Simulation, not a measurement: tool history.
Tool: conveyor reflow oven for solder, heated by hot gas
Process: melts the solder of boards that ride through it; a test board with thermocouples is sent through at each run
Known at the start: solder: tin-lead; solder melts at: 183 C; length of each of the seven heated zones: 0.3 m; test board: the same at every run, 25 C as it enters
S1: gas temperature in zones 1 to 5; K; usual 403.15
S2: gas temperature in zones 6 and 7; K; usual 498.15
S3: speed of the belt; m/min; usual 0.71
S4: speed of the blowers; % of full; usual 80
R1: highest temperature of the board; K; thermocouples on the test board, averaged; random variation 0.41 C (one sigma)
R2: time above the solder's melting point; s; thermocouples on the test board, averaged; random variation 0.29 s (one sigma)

{"run": 1, "hour": 0.0, "S1": 403.15, "S2": 498.15, "S3": 0.71, "S4": 80, "R1": 480.85, "R2": 30.5}
{"run": 2, "hour": 12.6, "S1": 403.15, "S2": 498.15, "S3": 0.71, "S4": 80, "R1": 480.75, "R2": 29.9}
{"run": 3, "hour": 21.6, "S1": 403.15, "S2": 507.15, "S3": 0.71, "S4": 80, "R1": 488.05, "R2": 34.4}
{"run": 4, "hour": 29.0, "S1": 403.15, "S2": 498.15, "S3": 0.71, "S4": 80, "R1": 480.15, "R2": 30.2}
{"run": 5, "hour": 41.9, "S1": 403.15, "S2": 498.15, "S3": 0.71, "S4": 80, "R1": 480.65, "R2": 30.3}
{"run": 6, "hour": 48.8, "S1": 403.15, "S2": 498.15, "S3": 0.71, "S4": 80, "R1": 480.95, "R2": 30.4}
{"run": 7, "hour": 57.2, "S1": 403.15, "S2": 498.15, "S3": 0.71, "S4": 80, "R1": 481.15, "R2": 29.5}
{"run": 8, "hour": 74.7, "S1": 403.15, "S2": 498.15, "S3": 0.71, "S4": 80, "R1": 480.55, "R2": 30.3}
{"run": 9, "hour": 80.0, "S1": 403.15, "S2": 512.15, "S3": 0.71, "S4": 80, "R1": 493.15, "R2": 37.3}
{"run": 10, "hour": 90.3, "S1": 403.15, "S2": 512.15, "S3": 0.71, "S4": 80, "R1": 492.55, "R2": 36.9}
{"run": 11, "hour": 96.0, "S1": 403.15, "S2": 512.15, "S3": 0.71, "S4": 80, "R1": 492.65, "R2": 37.2}
{"run": 12, "hour": 103.5, "S1": 403.15, "S2": 512.15, "S3": 0.71, "S4": 80, "R1": 493.15, "R2": 36.9}
{"run": 13, "hour": 111.9, "S1": 403.15, "S2": 512.15, "S3": 0.71, "S4": 80, "R1": 492.05, "R2": 37.1}
{"run": 14, "hour": 118.3, "S1": 403.15, "S2": 512.15, "S3": 0.71, "S4": 80, "R1": 492.55, "R2": 37.1}
{"run": 15, "hour": 130.2, "S1": 403.15, "S2": 512.15, "S3": 0.71, "S4": 80, "R1": 492.45, "R2": 37.2}
{"run": 16, "hour": 137.6, "S1": 403.15, "S2": 498.15, "S3": 0.71, "S4": 80, "R1": 481.15, "R2": 30.4}
{"run": 17, "hour": 144.4, "S1": 390.15, "S2": 498.15, "S3": 0.842, "S4": 61, "R1": 466.35, "R2": 11.7}
{"run": 18, "hour": 151.5, "S1": 397.15, "S2": 491.15, "S3": 0.842, "S4": 53, "R1": 460.85, "R2": 6.3}
{"run": 19, "hour": 161.9, "S1": 403.15, "S2": 512.15, "S3": 0.702, "S4": 80, "R1": 493.05, "R2": 37.4}
{"run": 20, "hour": 171.5, "S1": 403.15, "S2": 512.15, "S3": 0.79, "S4": 80, "R1": 488.45, "R2": 30.8}
{"run": 21, "hour": 178.0, "S1": 403.15, "S2": 512.15, "S3": 0.79, "S4": 80, "R1": 487.85, "R2": 30.7}
{"run": 22, "hour": 189.3, "S1": 403.15, "S2": 509.15, "S3": 0.835, "S4": 61, "R1": 478.25, "R2": 22.7}
{"run": 23, "hour": 194.6, "S1": 403.15, "S2": 509.15, "S3": 0.835, "S4": 61, "R1": 478.85, "R2": 23.5}
{"run": 24, "hour": 203.0, "S1": 395.15, "S2": 498.15, "S3": 0.659, "S4": 86, "R1": 482.55, "R2": 32.9}
{"run": 25, "hour": 212.5, "S1": 395.15, "S2": 498.15, "S3": 0.659, "S4": 86, "R1": 483.15, "R2": 33}
{"run": 26, "hour": 219.6, "S1": 391.15, "S2": 498.15, "S3": 0.848, "S4": 80, "R1": 471.95, "R2": 17.3}
{"run": 27, "hour": 225.5, "S1": 391.15, "S2": 498.15, "S3": 0.848, "S4": 80, "R1": 470.55, "R2": 16.5}
{"run": 28, "hour": 231.0, "S1": 403.15, "S2": 498.15, "S3": 0.592, "S4": 80, "R1": 486.25, "R2": 41.4}
{"run": 29, "hour": 241.8, "S1": 403.15, "S2": 508.15, "S3": 0.609, "S4": 80, "R1": 494.15, "R2": 44.7}
{"run": 30, "hour": 251.1, "S1": 412.15, "S2": 498.15, "S3": 0.71, "S4": 80, "R1": 483.05, "R2": 32.8}
{"run": 31, "hour": 260.0, "S1": 412.15, "S2": 498.15, "S3": 0.71, "S4": 80, "R1": 482.05, "R2": 33.2}

Not shown: 1 entry that the log had between the listed runs. Between which runs, and how does the tool's hidden state differ before and after?
Between runs 7 and 8: flux residue cleaned out of gas plates and filters (hour 71.7)
  no hidden state differs between the two runs
